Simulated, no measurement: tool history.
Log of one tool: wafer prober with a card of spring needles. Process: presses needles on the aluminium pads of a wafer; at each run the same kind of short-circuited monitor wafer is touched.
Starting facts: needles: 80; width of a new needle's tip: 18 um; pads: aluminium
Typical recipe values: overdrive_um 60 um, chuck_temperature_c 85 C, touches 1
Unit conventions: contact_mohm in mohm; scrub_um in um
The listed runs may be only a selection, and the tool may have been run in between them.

{"run": 1, "hour": 0.0, "overdrive_um": 60, "chuck_temperature_c": 85, "touches": 1, "contact_mohm": 275, "scrub_um": 11.94}
{"hour": 1.8, "done": "tips cleaned on abrasive film"}
{"hour": 5.4, "done": "tips cleaned on abrasive film"}
{"hour": 9.3, "done": "tips cleaned on abrasive film"}
{"run": 2, "hour": 9.3, "overdrive_um": 60, "chuck_temperature_c": 85, "touches": 1, "contact_mohm": 237, "scrub_um": 12.05}
{"hour": 13.4, "done": "tips cleaned on abrasive film"}
{"run": 3, "hour": 16.3, "overdrive_um": 60, "chuck_temperature_c": 85, "touches": 1, "contact_mohm": 274, "scrub_um": 12.14}
{"hour": 17.3, "done": "tips cleaned on abrasive film"}
{"hour": 21.2, "done": "tips cleaned on abrasive film"}
{"hour": 25.4, "done": "tips cleaned on abrasive film"}
{"run": 4, "hour": 25.9, "overdrive_um": 75, "chuck_temperature_c": 85, "touches": 1, "contact_mohm": 237, "scrub_um": 15.03}
{"hour": 29.4, "done": "tips cleaned on abrasive film"}
{"hour": 33.7, "done": "tips cleaned on abrasive film"}
{"run": 5, "hour": 35.8, "overdrive_um": 60, "chuck_temperature_c": 85, "touches": 1, "contact_mohm": 272, "scrub_um": 11.9}
{"hour": 37.6, "done": "tips cleaned on abrasive film"}
{"hour": 41.7, "done": "tips cleaned on abrasive film"}
{"hour": 45.3, "done": "tips cleaned on abrasive film"}
{"run": 6, "hour": 45.4, "overdrive_um": 60, "chuck_temperature_c": 85, "touches": 1, "contact_mohm": 236, "scrub_um": 11.92}
{"hour": 48.9, "done": "tips cleaned on abrasive film"}
{"run": 7, "hour": 51.0, "overdrive_um": 60, "chuck_temperature_c": 85, "touches": 1, "contact_mohm": 266, "scrub_um": 11.95}
{"hour": 52.7, "done": "tips cleaned on abrasive film"}
{"hour": 56.6, "done": "tips cleaned on abrasive film"}
{"run": 8, "hour": 58.3, "overdrive_um": 60, "chuck_temperature_c": 85, "touches": 1, "contact_mohm": 264, "scrub_um": 11.77}
{"hour": 60.8, "done": "tips cleaned on abrasive film"}
{"hour": 64.5, "done": "tips cleaned on abrasive film"}
{"hour": 68.6, "done": "tips cleaned on abrasive film"}
{"run": 9, "hour": 69.9, "overdrive_um": 60, "chuck_temperature_c": 85, "touches": 1, "contact_mohm": 252, "scrub_um": 11.94}
{"hour": 71.1, "done": "height of the first contact set anew"}
{"hour": 72.9, "done": "tips cleaned on abrasive film"}
{"hour": 77.0, "done": "tips cleaned on abrasive film"}
{"run": 10, "hour": 77.8, "overdrive_um": 60, "chuck_temperature_c": 85, "touches": 1, "contact_mohm": 252, "scrub_um": 11.62}
{"hour": 81.3, "done": "tips cleaned on abrasive film"}
{"hour": 85.2, "done": "tips cleaned on abrasive film"}
{"hour": 88.9, "done": "tips cleaned on abrasive film"}
{"run": 11, "hour": 89.4, "overdrive_um": 60, "chuck_temperature_c": 85, "touches": 1, "contact_mohm": 246, "scrub_um": 11.54}
{"hour": 93.4, "done": "height of the first contact set anew, once more"}
{"hour": 93.5, "done": "tips cleaned on abrasive film"}
{"run": 12, "hour": 96.6, "overdrive_um": 60, "chuck_temperature_c": 85, "touches": 1, "contact_mohm": 276, "scrub_um": 12.03}
{"hour": 97.5, "done": "tips cleaned on abrasive film"}
{"hour": 101.4, "done": "tips cleaned on abrasive film"}
{"hour": 105.6, "done": "tips cleaned on abrasive film"}
{"run": 13, "hour": 105.7, "overdrive_um": 60, "chuck_temperature_c": 85, "touches": 1, "contact_mohm": 236, "scrub_um": 11.83}
{"hour": 109.4, "done": "tips cleaned on abrasive film"}
{"hour": 113.6, "done": "tips cleaned on abrasive film"}
{"run": 14, "hour": 116.8, "overdrive_um": 60, "chuck_temperature_c": 85, "touches": 2, "contact_mohm": 262, "scrub_um": 12.02}
{"hour": 117.8, "done": "tips cleaned on abrasive film"}
{"hour": 121.5, "done": "tips cleaned on abrasive film"}
{"run": 15, "hour": 124.0, "overdrive_um": 55, "chuck_temperature_c": 85, "touches": 1, "contact_mohm": 274, "scrub_um": 10.99}
{"hour": 125.6, "done": "tips cleaned on abrasive film"}
{"hour": 129.9, "done": "tips cleaned on abrasive film"}
{"run": 16, "hour": 131.5, "overdrive_um": 68, "chuck_temperature_c": 70, "touches": 1, "contact_mohm": 254, "scrub_um": 13.62}
{"hour": 133.8, "done": "tips cleaned on abrasive film"}
{"hour": 137.6, "done": "tips cleaned on abrasive film"}
{"hour": 141.6, "done": "tips cleaned on abrasive film"}
{"run": 17, "hour": 141.8, "overdrive_um": 68, "chuck_temperature_c": 70, "touches": 3, "contact_mohm": 232, "scrub_um": 13.52}
{"hour": 145.9, "done": "tips cleaned on abrasive film"}
{"hour": 149.7, "done": "tips cleaned on abrasive film"}
{"run": 18, "hour": 151.6, "overdrive_um": 75, "chuck_temperature_c": 72, "touches": 2, "contact_mohm": 241, "scrub_um": 14.92}
{"hour": 154.1, "done": "tips cleaned on abrasive film"}
{"hour": 157.8, "done": "tips cleaned on abrasive film"}
{"hour": 161.6, "done": "tips cleaned on abrasive film"}
{"run": 19, "hour": 163.5, "overdrive_um": 60, "chuck_temperature_c": 28, "touches": 2, "contact_mohm": 248, "scrub_um": 11.85}
{"hour": 165.8, "done": "tips cleaned on abrasive film"}
{"hour": 169.5, "done": "tips cleaned on abrasive film"}
{"run": 20, "hour": 172.9, "overdrive_um": 60, "chuck_temperature_c": 28, "touches": 2, "contact_mohm": 251, "scrub_um": 11.85}
{"hour": 173.9, "done": "tips cleaned on abrasive film"}
{"hour": 177.5, "done": "tips cleaned on abrasive film"}
{"run": 21, "hour": 180.5, "overdrive_um": 61, "chuck_temperature_c": 117, "touches": 1, "contact_mohm": 283, "scrub_um": 12.05}
{"hour": 181.4, "done": "tips cleaned on abrasive film"}
{"hour": 185.7, "done": "tips cleaned on abrasive film"}
{"hour": 190.0, "done": "tips cleaned on abrasive film"}
{"run": 22, "hour": 192.0, "overdrive_um": 64, "chuck_temperature_c": 99, "touches": 2, "contact_mohm": 254, "scrub_um": 12.64}
{"hour": 193.6, "done": "tips cleaned on abrasive film"}
{"hour": 197.2, "done": "tips cleaned on abrasive film"}
{"hour": 201.0, "done": "tips cleaned on abrasive film"}
{"run": 23, "hour": 204.4, "overdrive_um": 69, "chuck_temperature_c": 84, "touches": 2, "contact_mohm": 256, "scrub_um": 13.74}
{"hour": 205.1, "done": "tips cleaned on abrasive film"}
{"hour": 209.0, "done": "tips cleaned on abrasive film"}
{"hour": 213.0, "done": "tips cleaned on abrasive film"}
{"run": 24, "hour": 214.7, "overdrive_um": 60, "chuck_temperature_c": 29, "touches": 2, "contact_mohm": 243, "scrub_um": 11.78}
{"hour": 217.2, "done": "tips cleaned on abrasive film"}
{"run": 25, "hour": 220.4, "overdrive_um": 60, "chuck_temperature_c": 29, "touches": 1, "contact_mohm": 277, "scrub_um": 11.7}
{"hour": 221.2, "done": "tips cleaned on abrasive film"}
{"hour": 224.9, "done": "tips cleaned on abrasive film"}
{"hour": 228.7, "done": "tips cleaned on abrasive film"}
{"run": 26, "hour": 229.3, "overdrive_um": 60, "chuck_temperature_c": 85, "touches": 1, "contact_mohm": 252, "scrub_um": 11.7}
{"hour": 232.8, "done": "tips cleaned on abrasive film"}
{"hour": 236.8, "done": "tips cleaned on abrasive film"}
{"run": 27, "hour": 237.6, "overdrive_um": 70, "chuck_temperature_c": 38, "touches": 3, "contact_mohm": 227, "scrub_um": 13.68}
{"hour": 240.7, "done": "tips cleaned on abrasive film"}
{"run": 28, "hour": 243.5, "overdrive_um": 53, "chuck_temperature_c": 28, "touches": 1, "contact_mohm": 287, "scrub_um": 10.32}
{"hour": 244.4, "done": "tips cleaned on abrasive film"}
{"hour": 248.8, "done": "tips cleaned on abrasive film"}
{"run": 29, "hour": 251.5, "overdrive_um": 53, "chuck_temperature_c": 28, "touches": 1, "contact_mohm": 279, "scrub_um": 10.23}

Branching from run 29: 5 alternative next runs. What would each branch give?
{"hour": 252.5, "done": "tips cleaned on abrasive film"}
{"hour": 256.3, "done": "tips cleaned on abrasive film"}
{"run": "A", "hour": 259.0, "overdrive_um": 60, "chuck_temperature_c": 85, "touches": 3, "contact_mohm": "?", "scrub_um": "?"}
{"hour": 252.5, "done": "tips cleaned on abrasive film"}
{"hour": 256.3, "done": "tips cleaned on abrasive film"}
{"run": "B", "hour": 259.0, "overdrive_um": 45, "chuck_temperature_c": 112, "touches": 2, "contact_mohm": "?", "scrub_um": "?"}
{"hour": 252.5, "done": "tips cleaned on abrasive film"}
{"hour": 256.3, "done": "tips cleaned on abrasive film"}
{"run": "C", "hour": 259.0, "overdrive_um": 43, "chuck_temperature_c": 28, "touches": 1, "contact_mohm": "?", "scrub_um": "?"}
{"hour": 252.5, "done": "tips cleaned on abrasive film"}
{"hour": 256.3, "done": "tips cleaned on abrasive film"}
{"run": "D", "hour": 259.0, "overdrive_um": 43, "chuck_temperature_c": 69, "touches": 1, "contact_mohm": "?", "scrub_um": "?"}
{"hour": 252.5, "done": "tips cleaned on abrasive film"}
{"hour": 256.3, "done": "tips cleaned on abrasive film"}
{"run": "E", "hour": 259.0, "overdrive_um": 60, "chuck_temperature_c": 43, "touches": 1, "contact_mohm": "?", "scrub_um": "?"}

run=A contact_mohm=247 scrub_um=11.59
run=B contact_mohm=284 scrub_um=8.63
run=C contact_mohm=298 scrub_um=8.14
run=D contact_mohm=310 scrub_um=8.23
run=E contact_mohm=267 scrub_um=11.66
Take away the tool's hidden state, keep each run's random variation, and the runs would have read:
run=A contact_mohm=232 scrub_um=11.95
run=B contact_mohm=245 scrub_um=8.99
run=C contact_mohm=220 scrub_um=8.5
run=D contact_mohm=235 scrub_um=8.59
run=E contact_mohm=226 scrub_um=12.02

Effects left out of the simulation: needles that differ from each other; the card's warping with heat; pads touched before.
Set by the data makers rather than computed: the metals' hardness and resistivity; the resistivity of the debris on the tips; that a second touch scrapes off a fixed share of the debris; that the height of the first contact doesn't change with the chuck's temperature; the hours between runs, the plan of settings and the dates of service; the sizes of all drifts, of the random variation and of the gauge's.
